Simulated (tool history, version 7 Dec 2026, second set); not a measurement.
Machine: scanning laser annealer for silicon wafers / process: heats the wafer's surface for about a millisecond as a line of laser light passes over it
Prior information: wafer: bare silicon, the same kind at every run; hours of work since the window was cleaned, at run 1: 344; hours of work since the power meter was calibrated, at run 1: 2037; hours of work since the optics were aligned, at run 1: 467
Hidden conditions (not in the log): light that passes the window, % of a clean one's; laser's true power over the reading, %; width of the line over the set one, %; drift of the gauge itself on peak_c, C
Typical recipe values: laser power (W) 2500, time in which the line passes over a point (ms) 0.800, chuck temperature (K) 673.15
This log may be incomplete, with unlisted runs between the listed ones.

| run | hour | laser power (W) | time in which the line passes over a point (ms) | chuck temperature (K) | hours of work since the window was cleaned | hours of work since the power meter was calibrated | hours of work since the optics were aligned | highest temperature of the surface (K) |
|---|---|---|---|---|---|---|---|---|
| 1 | 0.0 | 2500 | 0.800 | 673.15 | 344 | 2037 | 467 | 1471.15 |
| 2 | 100.2 | 2500 | 0.800 | 673.15 | 413 | 2107 | 536 | 1465.15 |
| 3 | 193.9 | 2500 | 0.800 | 673.15 | 478 | 2171 | 601 | 1461.15 |
| 4 | 266.0 | 2500 | 0.800 | 673.15 | 528 | 2221 | 651 | 1451.15 |
| 5 | 337.0 | 2500 | 0.784 | 673.15 | 577 | 2270 | 700 | 1443.15 |
| 6 | 412.5 | 2500 | 0.784 | 673.15 | 629 | 2322 | 752 | 1443.15 |
| 7 | 485.7 | 2500 | 0.746 | 673.15 | 680 | 2373 | 802 | 1423.15 |
| 8 | 572.5 | 2500 | 0.800 | 673.15 | 740 | 2433 | 862 | 1435.15 |
| 9 | 622.6 | 2500 | 0.800 | 673.15 | 774 | 2468 | 897 | 1438.15 |
| 10 | 688.5 | 2500 | 0.800 | 673.15 | 820 | 2513 | 943 | 1428.15 |
|  | 728.4 | window over the wafer cleaned |
| 11 | 777.8 | 2500 | 0.800 | 673.15 | 34 | 2574 | 1003 | 1471.15 |
|  | 787.6 | optics aligned, line set to its width |
| 12 | 842.7 | 2500 | 0.576 | 683.15 | 75 | 2615 | 38 | 1363.15 |
| 13 | 940.0 | 2500 | 0.929 | 683.15 | 143 | 2682 | 105 | 1511.15 |
| 14 | 1021.2 | 2140 | 0.638 | 673.15 | 199 | 2738 | 161 | 1245.15 |
| 15 | 1119.3 | 2649 | 0.611 | 676.15 | 267 | 2806 | 229 | 1406.15 |
|  | 1169.3 | optics aligned, line set to its width, once more |
| 16 | 1169.3 | 2500 | 0.800 | 712.15 | 298 | 2837 | 0 | 1527.15 |
| 17 | 1227.0 | 2500 | 0.800 | 712.15 | 338 | 2877 | 40 | 1523.15 |
| 18 | 1317.8 | 2589 | 0.612 | 694.15 | 400 | 2940 | 103 | 1443.15 |
| 19 | 1371.1 | 2589 | 0.612 | 694.15 | 437 | 2977 | 139 | 1439.15 |
| 20 | 1453.2 | 2500 | 0.581 | 637.15 | 494 | 3033 | 196 | 1325.15 |
| 21 | 1506.7 | 2466 | 0.875 | 669.15 | 531 | 3070 | 233 | 1474.15 |
| 22 | 1598.3 | 2609 | 0.614 | 669.15 | 594 | 3134 | 296 | 1410.15 |

Some steps in highest temperature of the surface (K) between neighbouring runs. How much of each would the tool show without its hidden state too (settings, what came in, random variation), and how much is left for the hidden state, with any gauge scatter that isn't in both results?
Run 10 -> 11: window over the wafer cleaned. highest temperature of the surface (K) +43.00: hidden state +42.00, all else +1.00.
Run 13 -> 14: laser power (W) 2500 -> 2140, time in which the line passes over a point (ms) 0.929 -> 0.638, chuck temperature (K) 683.15 -> 673.15. highest temperature of the surface (K) -266.00: hidden state +16.00, all else -282.00.
Run 14 -> 15: laser power (W) 2140 -> 2649, time in which the line passes over a point (ms) 0.638 -> 0.611, chuck temperature (K) 673.15 -> 676.15. highest temperature of the surface (K) +161.00: hidden state -20.00, all else +181.00.
Run 15 -> 16: laser power (W) 2649 -> 2500, time in which the line passes over a point (ms) 0.611 -> 0.800, chuck temperature (K) 676.15 -> 712.15, optics aligned, line set to its width, once more. highest temperature of the surface (K) +121.00: hidden state +44.00, all else +77.00.
